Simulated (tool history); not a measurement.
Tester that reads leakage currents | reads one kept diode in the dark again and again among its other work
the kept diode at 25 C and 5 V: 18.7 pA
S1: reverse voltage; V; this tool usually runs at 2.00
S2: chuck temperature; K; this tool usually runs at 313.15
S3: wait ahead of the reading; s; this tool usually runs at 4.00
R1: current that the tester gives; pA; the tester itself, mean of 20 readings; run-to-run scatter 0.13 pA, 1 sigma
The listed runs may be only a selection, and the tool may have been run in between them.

Run 1, hour 0.0: usual settings. Result: R1 46.39 pA.
Run 2, hour 74.9: usual settings. Result: R1 46.41 pA.
At hour 126.8: chuck's temperature calibrated.
Run 3, hour 204.3: usual settings. Result: R1 43.60 pA.
At hour 232.6: probe card cleaned and baked.
Run 4, hour 327.6: usual settings. Result: R1 42.46 pA.
Run 5, hour 432.3: usual settings but S2 318.15 K. Result: R1 63.97 pA.
Run 6, hour 531.3: usual settings but S2 318.15 K. Result: R1 64.14 pA.
Run 7, hour 672.4: usual settings but S2 318.15 K. Result: R1 64.44 pA.
Run 8, hour 743.2: usual settings but S2 318.15 K. Result: R1 64.92 pA.
Run 9, hour 868.7: usual settings but S2 307.15 K. Result: R1 27.41 pA.
Run 10, hour 1024.2: usual settings but S2 307.15 K. Result: R1 27.65 pA.
Run 11, hour 1162.7: usual settings. Result: R1 45.29 pA.
At hour 1229.8: chuck's temperature calibrated.
Run 12, hour 1255.8: usual settings. Result: R1 42.55 pA.
Run 13, hour 1416.1: usual settings. Result: R1 43.15 pA.
Run 14, hour 1577.6: usual settings. Result: R1 43.50 pA.
Run 15, hour 1739.5: usual settings. Result: R1 44.14 pA.
Run 16, hour 1874.5: usual settings. Result: R1 44.63 pA.
Run 17, hour 1988.7: usual settings. Result: R1 44.69 pA.
Run 18, hour 2147.4: usual settings. Result: R1 45.49 pA.
Run 19, hour 2221.3: usual settings. Result: R1 45.35 pA.
At hour 2339.8: chuck's temperature calibrated.
Run 20, hour 2378.6: usual settings but S1 14.68 V, S2 301.15 K. Result: R1 50.73 pA.
Run 21, hour 2489.4: usual settings but S1 1.26 V, S2 307.15 K, S3 8.54 s. Result: R1 21.23 pA.
Run 22, hour 2571.4: usual settings but S1 15.92 V, S2 294.15 K. Result: R1 33.76 pA.
Run 23, hour 2737.8: usual settings but S1 3.70 V, S2 294.15 K. Result: R1 13.86 pA.
Run 24, hour 2878.8: usual settings but S1 3.70 V, S2 294.15 K. Result: R1 14.22 pA.
Run 25, hour 2995.1: usual settings but S2 305.15 K, S3 5.55 s. Result: R1 24.05 pA.
Run 26, hour 3090.7: usual settings but S1 2.14 V, S2 298.15 K, S3 0.78 s. Result: R1 15.24 pA.
Run 27, hour 3163.3: usual settings but S1 2.14 V, S2 298.15 K, S3 0.78 s. Result: R1 15.30 pA.
Run 28, hour 3310.1: usual settings but S1 2.14 V, S2 298.15 K, S3 0.78 s. Result: R1 15.35 pA.
Run 29, hour 3428.6: usual settings but S1 5.43 V, S2 298.15 K, S3 0.74 s. Result: R1 27.62 pA.
At hour 3446.2: chuck's temperature calibrated.
Run 30, hour 3578.4: usual settings but S2 299.15 K, S3 0.35 s. Result: R1 16.65 pA.
Run 31, hour 3726.3: usual settings but S1 10.29 V, S3 1.59 s. Result: R1 108.24 pA.
Run 32, hour 3829.1: usual settings but S1 1.14 V, S2 320.15 K, S3 4.81 s. Result: R1 56.68 pA.
Run 33, hour 3937.6: usual settings but S2 309.15 K, S3 0.71 s. Result: R1 33.83 pA.
Run 34, hour 4064.6: usual settings but S2 309.15 K, S3 0.71 s. Result: R1 34.41 pA.
At hour 4130.6: probe card cleaned and baked.
Run 35, hour 4150.9: usual settings but S1 1.27 V, S2 325.15 K, S3 0.64 s. Result: R1 88.92 pA.
Run 36, hour 4309.3: usual settings but S1 10.34 V, S2 325.15 K, S3 4.37 s. Result: R1 259.74 pA.
Run 37, hour 4422.3: usual settings but S1 2.73 V, S2 329.15 K, S3 1.55 s. Result: R1 178.19 pA.
At hour 4553.5: chuck's temperature calibrated.
Run 38, hour 4587.0: usual settings but S1 2.73 V, S2 329.15 K, S3 1.55 s. Result: R1 169.41 pA.

Here are 3 independent what-if runs from the current tool condition. What would each one return?
Run A, hour 4705.6: usual settings but S2 319.15 K, S3 1.06 s. Result: R1 ?.
Run B, hour 4705.6: usual settings but S3 4.07 s. Result: R1 ?.
Run C, hour 4705.6: usual settings but S1 1.45 V, S2 300.15 K, S3 1.05 s. Result: R1 ?.

run     R1
  A  69.22
  B  43.07
  C  12.78
The same runs, with their run-to-run variation unchanged, on a tool lacking any hidden condition would have given:
run     R1
  A  67.17
  B  41.70
  C  12.27
